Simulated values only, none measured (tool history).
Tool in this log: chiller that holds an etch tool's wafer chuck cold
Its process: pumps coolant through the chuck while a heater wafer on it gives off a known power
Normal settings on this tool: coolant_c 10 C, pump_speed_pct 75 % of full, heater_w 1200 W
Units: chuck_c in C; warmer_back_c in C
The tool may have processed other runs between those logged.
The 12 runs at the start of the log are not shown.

{"run": 13, "day": 21.646, "coolant_c": 16, "pump_speed_pct": 75, "heater_w": 1200, "chuck_c": 24.6, "warmer_back_c": 3.71}
{"run": 14, "day": 23.925, "coolant_c": 10, "pump_speed_pct": 75, "heater_w": 1200, "chuck_c": 18.7, "warmer_back_c": 3.76}
{"run": 15, "day": 26.467, "coolant_c": 10, "pump_speed_pct": 75, "heater_w": 1200, "chuck_c": 18.8, "warmer_back_c": 3.75}
{"run": 16, "day": 28.458, "coolant_c": 10, "pump_speed_pct": 75, "heater_w": 1200, "chuck_c": 18.7, "warmer_back_c": 3.76}
{"run": 17, "day": 30.192, "coolant_c": 10, "pump_speed_pct": 75, "heater_w": 1200, "chuck_c": 18.6, "warmer_back_c": 3.77}
{"run": 18, "day": 31.45, "coolant_c": 14, "pump_speed_pct": 65, "heater_w": 1007, "chuck_c": 22.3, "warmer_back_c": 3.69}
{"run": 19, "day": 32.854, "coolant_c": 14, "pump_speed_pct": 65, "heater_w": 1007, "chuck_c": 22.2, "warmer_back_c": 3.67}
{"run": 20, "day": 34.262, "coolant_c": 14, "pump_speed_pct": 79, "heater_w": 1603, "chuck_c": 25.4, "warmer_back_c": 4.76}
{"run": 21, "day": 36.212, "coolant_c": 17, "pump_speed_pct": 75, "heater_w": 1463, "chuck_c": 27.9, "warmer_back_c": 4.6}
{"run": 22, "day": 37.483, "coolant_c": 17, "pump_speed_pct": 75, "heater_w": 1463, "chuck_c": 27.9, "warmer_back_c": 4.6}
{"run": 23, "day": 38.942, "coolant_c": 15, "pump_speed_pct": 69, "heater_w": 909, "chuck_c": 22.1, "warmer_back_c": 3.13}
{"run": 24, "day": 41.242, "coolant_c": 15, "pump_speed_pct": 69, "heater_w": 909, "chuck_c": 22.1, "warmer_back_c": 3.1}
{"run": 25, "day": 43.112, "coolant_c": 10, "pump_speed_pct": 80, "heater_w": 1200, "chuck_c": 18.2, "warmer_back_c": 3.51}
{"run": 26, "day": 44.342, "coolant_c": 10, "pump_speed_pct": 80, "heater_w": 1200, "chuck_c": 18.5, "warmer_back_c": 3.55}
{"run": 27, "day": 46.479, "coolant_c": 10, "pump_speed_pct": 80, "heater_w": 1409, "chuck_c": 19.9, "warmer_back_c": 4.18}
{"run": 28, "day": 48.617, "coolant_c": 10, "pump_speed_pct": 80, "heater_w": 1409, "chuck_c": 20, "warmer_back_c": 4.18}
{"run": 29, "day": 51.171, "coolant_c": 9, "pump_speed_pct": 92, "heater_w": 825, "chuck_c": 14.1, "warmer_back_c": 2.12}
{"run": 30, "day": 53.404, "coolant_c": 15, "pump_speed_pct": 75, "heater_w": 1478, "chuck_c": 25.9, "warmer_back_c": 4.67}
{"run": 31, "day": 55.846, "coolant_c": 17, "pump_speed_pct": 93, "heater_w": 1200, "chuck_c": 24.6, "warmer_back_c": 2.99}

What if the next run were any one of these 5? Each begins from the tool's condition after run 31:
{"run": "A", "day": 58.1, "coolant_c": 9, "pump_speed_pct": 75, "heater_w": 1200, "chuck_c": "?", "warmer_back_c": "?"}
{"run": "B", "day": 58.1, "coolant_c": 17, "pump_speed_pct": 67, "heater_w": 1200, "chuck_c": "?", "warmer_back_c": "?"}
{"run": "C", "day": 58.1, "coolant_c": 9, "pump_speed_pct": 75, "heater_w": 778, "chuck_c": "?", "warmer_back_c": "?"}
{"run": "D", "day": 58.1, "coolant_c": 19, "pump_speed_pct": 93, "heater_w": 1200, "chuck_c": "?", "warmer_back_c": "?"}
{"run": "E", "day": 58.1, "coolant_c": 17, "pump_speed_pct": 93, "heater_w": 854, "chuck_c": "?", "warmer_back_c": "?"}

run=A chuck_c=17.8 warmer_back_c=3.8
run=B chuck_c=26.8 warmer_back_c=4.3
run=C chuck_c=14.8 warmer_back_c=2.52
run=D chuck_c=26.5 warmer_back_c=3.06
run=E chuck_c=22.3 warmer_back_c=2.17
What these runs would have given with no unlogged condition in the tool:
run=A chuck_c=16.9 warmer_back_c=3.6
run=B chuck_c=25.8 warmer_back_c=4.08
run=C chuck_c=14.3 warmer_back_c=2.4
run=D chuck_c=25.8 warmer_back_c=2.91
run=E chuck_c=21.9 warmer_back_c=2.06
